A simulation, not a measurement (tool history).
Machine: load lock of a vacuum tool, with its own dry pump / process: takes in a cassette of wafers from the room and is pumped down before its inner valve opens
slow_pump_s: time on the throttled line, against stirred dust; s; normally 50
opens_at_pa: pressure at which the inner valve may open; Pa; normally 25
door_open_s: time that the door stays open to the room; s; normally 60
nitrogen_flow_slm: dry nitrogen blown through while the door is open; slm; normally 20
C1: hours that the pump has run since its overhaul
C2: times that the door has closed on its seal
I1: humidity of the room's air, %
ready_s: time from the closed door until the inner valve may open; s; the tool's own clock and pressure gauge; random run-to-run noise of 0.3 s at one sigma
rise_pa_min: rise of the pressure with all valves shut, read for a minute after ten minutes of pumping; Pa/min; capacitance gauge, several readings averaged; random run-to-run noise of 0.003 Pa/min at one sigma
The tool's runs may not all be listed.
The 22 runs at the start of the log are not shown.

{"run": 23, "day": 157.279, "slow_pump_s": 32, "opens_at_pa": 25, "door_open_s": 92, "nitrogen_flow_slm": 20, "C1": 4944, "C2": 2649, "I1": 43.7, "ready_s": 65.7, "rise_pa_min": 0.072}
{"run": 24, "day": 166.392, "slow_pump_s": 50, "opens_at_pa": 25, "door_open_s": 34, "nitrogen_flow_slm": 20, "C1": 5162, "C2": 3130, "I1": 46.3, "ready_s": 79.0, "rise_pa_min": 0.06}
{"run": 25, "day": 173.004, "slow_pump_s": 72, "opens_at_pa": 38, "door_open_s": 60, "nitrogen_flow_slm": 27, "C1": 5321, "C2": 3480, "I1": 46.7, "ready_s": 93.4, "rise_pa_min": 0.066}
{"run": 26, "day": 176.908, "slow_pump_s": 56, "opens_at_pa": 27, "door_open_s": 143, "nitrogen_flow_slm": 29, "C1": 5415, "C2": 3686, "I1": 48.6, "ready_s": 82.9, "rise_pa_min": 0.102}
{"run": 27, "day": 184.617, "slow_pump_s": 35, "opens_at_pa": 33, "door_open_s": 183, "nitrogen_flow_slm": 4, "C1": 5600, "C2": 4093, "I1": 47.8, "ready_s": 66.2, "rise_pa_min": 0.166}
{"run": 28, "day": 189.054, "slow_pump_s": 35, "opens_at_pa": 33, "door_open_s": 183, "nitrogen_flow_slm": 4, "C1": 5706, "C2": 4327, "I1": 44.5, "ready_s": 65.9, "rise_pa_min": 0.168}
{"run": 29, "day": 198.717, "slow_pump_s": 35, "opens_at_pa": 39, "door_open_s": 178, "nitrogen_flow_slm": 4, "C1": 5938, "C2": 4837, "I1": 42.6, "ready_s": 65.9, "rise_pa_min": 0.168}
{"run": 30, "day": 204.392, "slow_pump_s": 92, "opens_at_pa": 22, "door_open_s": 62, "nitrogen_flow_slm": 9, "C1": 6074, "C2": 5137, "I1": 48.6, "ready_s": 111.8, "rise_pa_min": 0.11}
{"run": 31, "day": 208.767, "slow_pump_s": 56, "opens_at_pa": 22, "door_open_s": 91, "nitrogen_flow_slm": 6, "C1": 6179, "C2": 5368, "I1": 43.6, "ready_s": 84.6, "rise_pa_min": 0.13}
{"run": 32, "day": 216.112, "slow_pump_s": 56, "opens_at_pa": 22, "door_open_s": 91, "nitrogen_flow_slm": 9, "C1": 6356, "C2": 5756, "I1": 42.1, "ready_s": 84.4, "rise_pa_min": 0.128}
{"run": 33, "day": 220.567, "slow_pump_s": 50, "opens_at_pa": 25, "door_open_s": 64, "nitrogen_flow_slm": 20, "C1": 6463, "C2": 5991, "I1": 46.5, "ready_s": 79.4, "rise_pa_min": 0.114}
{"run": 34, "day": 226.983, "slow_pump_s": 53, "opens_at_pa": 18, "door_open_s": 129, "nitrogen_flow_slm": 26, "C1": 6617, "C2": 6330, "I1": 44.1, "ready_s": 83.6, "rise_pa_min": 0.136}
{"run": 35, "day": 232.758, "slow_pump_s": 86, "opens_at_pa": 42, "door_open_s": 57, "nitrogen_flow_slm": 13, "C1": 6755, "C2": 6635, "I1": 47.4, "ready_s": 104.0, "rise_pa_min": 0.126}
{"run": 36, "day": 237.812, "slow_pump_s": 50, "opens_at_pa": 41, "door_open_s": 60, "nitrogen_flow_slm": 5, "C1": 6877, "C2": 6902, "I1": 48.6, "ready_s": 77.0, "rise_pa_min": 0.143}

Below are 5 alternative next runs, each starting from the tool's condition after run 36. Predict each:
{"run": "A", "day": 242.879, "slow_pump_s": 32, "opens_at_pa": 24, "door_open_s": 60, "nitrogen_flow_slm": 21, "C1": 6998, "C2": 7170, "I1": 41.0, "ready_s": "?", "rise_pa_min": "?"}
{"run": "B", "day": 242.879, "slow_pump_s": 50, "opens_at_pa": 25, "door_open_s": 51, "nitrogen_flow_slm": 20, "C1": 6998, "C2": 7170, "I1": 47.8, "ready_s": "?", "rise_pa_min": "?"}
{"run": "C", "day": 242.879, "slow_pump_s": 67, "opens_at_pa": 25, "door_open_s": 60, "nitrogen_flow_slm": 20, "C1": 6998, "C2": 7170, "I1": 42.1, "ready_s": "?", "rise_pa_min": "?"}
{"run": "D", "day": 242.879, "slow_pump_s": 63, "opens_at_pa": 41, "door_open_s": 60, "nitrogen_flow_slm": 5, "C1": 6998, "C2": 7170, "I1": 47.3, "ready_s": "?", "rise_pa_min": "?"}
{"run": "E", "day": 242.879, "slow_pump_s": 50, "opens_at_pa": 30, "door_open_s": 103, "nitrogen_flow_slm": 20, "C1": 6998, "C2": 7170, "I1": 45.6, "ready_s": "?", "rise_pa_min": "?"}

run=A ready_s=66.3 rise_pa_min=0.137
run=B ready_s=79.6 rise_pa_min=0.134
run=C ready_s=91.9 rise_pa_min=0.127
run=D ready_s=86.2 rise_pa_min=0.155
run=E ready_s=78.3 rise_pa_min=0.149
Take away the tool's hidden state, keep each run's random variation, and the runs would have read:
run=A ready_s=63.2 rise_pa_min=0.037
run=B ready_s=76.9 rise_pa_min=0.035
run=C ready_s=89.6 rise_pa_min=0.028
run=D ready_s=84.1 rise_pa_min=0.054
run=E ready_s=75.7 rise_pa_min=0.050
